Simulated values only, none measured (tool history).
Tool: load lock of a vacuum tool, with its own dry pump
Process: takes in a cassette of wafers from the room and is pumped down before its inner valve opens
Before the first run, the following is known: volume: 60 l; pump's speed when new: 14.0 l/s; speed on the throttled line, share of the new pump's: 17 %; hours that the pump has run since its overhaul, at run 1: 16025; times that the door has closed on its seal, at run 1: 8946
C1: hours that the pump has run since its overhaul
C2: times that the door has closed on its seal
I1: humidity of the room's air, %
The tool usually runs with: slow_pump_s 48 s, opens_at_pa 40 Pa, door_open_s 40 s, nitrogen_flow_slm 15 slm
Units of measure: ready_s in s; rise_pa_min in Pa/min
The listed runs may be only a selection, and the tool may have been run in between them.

Run 1, hour 0.0: usual settings; C1 16025; C2 8946; I1 45.3. Result: ready_s 75.8 s, rise_pa_min 0.042 Pa/min.
Run 2, hour 374.6: usual settings but opens_at_pa 66 Pa; C1 16399; C2 10132; I1 49.1. Result: ready_s 73.0 s, rise_pa_min 0.048 Pa/min.
Run 3, hour 808.3: usual settings but slow_pump_s 85 s; C1 16833; C2 11505; I1 43.6. Result: ready_s 106.0 s, rise_pa_min 0.051 Pa/min.
Run 4, hour 1061.3: usual settings but slow_pump_s 36 s; C1 17086; C2 12306; I1 44.9. Result: ready_s 66.4 s, rise_pa_min 0.059 Pa/min.
Run 5, hour 1257.9: usual settings but slow_pump_s 36 s; C1 17283; C2 12929; I1 43.8. Result: ready_s 66.0 s, rise_pa_min 0.054 Pa/min.
Run 6, hour 1646.4: usual settings but slow_pump_s 36 s, opens_at_pa 42 Pa; C1 17671; C2 14158; I1 43.8. Result: ready_s 65.7 s, rise_pa_min 0.062 Pa/min.
Run 7, hour 1915.0: usual settings but slow_pump_s 36 s, opens_at_pa 42 Pa; C1 17940; C2 15009; I1 47.6. Result: ready_s 66.0 s, rise_pa_min 0.066 Pa/min.
Run 8, hour 2335.5: usual settings but slow_pump_s 36 s, opens_at_pa 42 Pa; C1 18360; C2 16340; I1 43.7. Result: ready_s 66.4 s, rise_pa_min 0.076 Pa/min.
Run 9, hour 2760.2: usual settings but slow_pump_s 36 s, opens_at_pa 42 Pa; C1 18785; C2 17685; I1 45.7. Result: ready_s 66.2 s, rise_pa_min 0.085 Pa/min.
Run 10, hour 3004.0: usual settings but opens_at_pa 32 Pa; C1 19029; C2 18456; I1 45.5. Result: ready_s 76.6 s, rise_pa_min 0.087 Pa/min.
Run 11, hour 3278.4: usual settings but opens_at_pa 32 Pa; C1 19303; C2 19325; I1 45.4. Result: ready_s 77.4 s, rise_pa_min 0.087 Pa/min.
Run 12, hour 3487.6: usual settings but opens_at_pa 32 Pa; C1 19512; C2 19987; I1 44.3. Result: ready_s 77.2 s, rise_pa_min 0.095 Pa/min.
Run 13, hour 3768.5: usual settings but opens_at_pa 32 Pa; C1 19793; C2 20877; I1 45.2. Result: ready_s 77.2 s, rise_pa_min 0.101 Pa/min.
Run 14, hour 4198.6: usual settings but opens_at_pa 32 Pa; C1 20223; C2 22238; I1 42.8. Result: ready_s 77.6 s, rise_pa_min 0.118 Pa/min.
Run 15, hour 4578.4: usual settings but opens_at_pa 32 Pa; C1 20603; C2 23441; I1 43.4. Result: ready_s 77.4 s, rise_pa_min 0.116 Pa/min.
Run 16, hour 4833.6: usual settings but opens_at_pa 32 Pa; C1 20858; C2 24248; I1 45.7. Result: ready_s 77.6 s, rise_pa_min 0.122 Pa/min.
Run 17, hour 5100.1: usual settings; C1 21125; C2 25092; I1 42.0. Result: ready_s 76.5 s, rise_pa_min 0.130 Pa/min.
Run 18, hour 5381.5: usual settings; C1 21406; C2 25983; I1 42.9. Result: ready_s 76.8 s, rise_pa_min 0.141 Pa/min.
Run 19, hour 5718.6: usual settings but slow_pump_s 31 s, door_open_s 231 s, nitrogen_flow_slm 45 slm; C1 21743; C2 27050; I1 43.3. Result: ready_s 62.6 s, rise_pa_min 0.143 Pa/min.
Run 20, hour 6161.9: usual settings but slow_pump_s 54 s, opens_at_pa 36 Pa, door_open_s 51 s, nitrogen_flow_slm 17 slm; C1 22187; C2 28453; I1 47.9. Result: ready_s 81.7 s, rise_pa_min 0.160 Pa/min.
At hour 6338.3: door's seal changed, seat wiped.
Run 21, hour 6559.6: usual settings but slow_pump_s 54 s, opens_at_pa 36 Pa, door_open_s 51 s, nitrogen_flow_slm 17 slm; C1 22583; C2 701; I1 43.4. Result: ready_s 82.3 s, rise_pa_min 0.024 Pa/min.
Run 22, hour 6890.6: usual settings but slow_pump_s 26 s, opens_at_pa 70 Pa, door_open_s 32 s, nitrogen_flow_slm 12 slm; C1 22914; C2 1749; I1 45.0. Result: ready_s 56.0 s, rise_pa_min 0.029 Pa/min.
Run 23, hour 7147.8: usual settings but slow_pump_s 24 s, nitrogen_flow_slm 16 slm; C1 23171; C2 2563; I1 46.2. Result: ready_s 57.2 s, rise_pa_min 0.024 Pa/min.
Run 24, hour 7572.2: usual settings but opens_at_pa 37 Pa, door_open_s 49 s, nitrogen_flow_slm 14 slm; C1 23596; C2 3907; I1 45.8. Result: ready_s 77.3 s, rise_pa_min 0.029 Pa/min.
Run 25, hour 7995.7: usual settings but slow_pump_s 31 s, door_open_s 37 s, nitrogen_flow_slm 13 slm; C1 24019; C2 5247; I1 42.5. Result: ready_s 63.1 s, rise_pa_min 0.028 Pa/min.
Run 26, hour 8220.4: usual settings but slow_pump_s 31 s, door_open_s 37 s, nitrogen_flow_slm 13 slm; C1 24244; C2 5959; I1 48.0. Result: ready_s 63.1 s, rise_pa_min 0.034 Pa/min.
Run 27, hour 8439.1: usual settings but slow_pump_s 84 s, nitrogen_flow_slm 6 slm; C1 24462; C2 6651; I1 47.4. Result: ready_s 105.7 s, rise_pa_min 0.049 Pa/min.
Run 28, hour 8791.1: usual settings but slow_pump_s 33 s, door_open_s 49 s; C1 24814; C2 7765; I1 45.4. Result: ready_s 65.1 s, rise_pa_min 0.037 Pa/min.
At hour 8833.7: dry pump taken out, an overhauled one fitted.
Run 29, hour 9014.4: usual settings but slow_pump_s 33 s, opens_at_pa 46 Pa, door_open_s 83 s; C1 181; C2 8453; I1 45.2. Result: ready_s 60.9 s, rise_pa_min 0.044 Pa/min.
Run 30, hour 9298.3: usual settings but slow_pump_s 66 s, opens_at_pa 39 Pa; C1 465; C2 9352; I1 41.3. Result: ready_s 88.7 s, rise_pa_min 0.046 Pa/min.
Run 31, hour 9679.8: usual settings but slow_pump_s 66 s, opens_at_pa 39 Pa; C1 846; C2 10559; I1 49.3. Result: ready_s 89.0 s, rise_pa_min 0.053 Pa/min.
Run 32, hour 10109.3: usual settings but slow_pump_s 61 s, opens_at_pa 68 Pa, door_open_s 152 s, nitrogen_flow_slm 25 slm; C1 1276; C2 11919; I1 46.3. Result: ready_s 82.4 s, rise_pa_min 0.056 Pa/min.
Run 33, hour 10302.9: usual settings but slow_pump_s 61 s, opens_at_pa 68 Pa, door_open_s 152 s, nitrogen_flow_slm 25 slm; C1 1469; C2 12532; I1 46.4. Result: ready_s 82.6 s, rise_pa_min 0.066 Pa/min.
Run 34, hour 10654.6: usual settings but slow_pump_s 31 s, opens_at_pa 44 Pa, door_open_s 185 s, nitrogen_flow_slm 9 slm; C1 1821; C2 13646; I1 45.3. Result: ready_s 59.6 s, rise_pa_min 0.080 Pa/min.
Run 35, hour 10873.3: usual settings but slow_pump_s 96 s, opens_at_pa 53 Pa, door_open_s 191 s, nitrogen_flow_slm 9 slm; C1 2040; C2 14338; I1 44.8. Result: ready_s 111.8 s, rise_pa_min 0.086 Pa/min.

Predict the results of run 36:
Run 36, hour 11264.3: usual settings but slow_pump_s 96 s, opens_at_pa 53 Pa, door_open_s 191 s, nitrogen_flow_slm 9 slm; C1 2431; C2 15576; I1 43.0. Result: ready_s ?, rise_pa_min ?.

{"run 36": {"ready_s": 112.5, "rise_pa_min": 0.092}}
Were there no unlogged condition in the tool, this run, its random variation unchanged, would have produced ready_s 112.2 s, rise_pa_min 0.040 Pa/min.

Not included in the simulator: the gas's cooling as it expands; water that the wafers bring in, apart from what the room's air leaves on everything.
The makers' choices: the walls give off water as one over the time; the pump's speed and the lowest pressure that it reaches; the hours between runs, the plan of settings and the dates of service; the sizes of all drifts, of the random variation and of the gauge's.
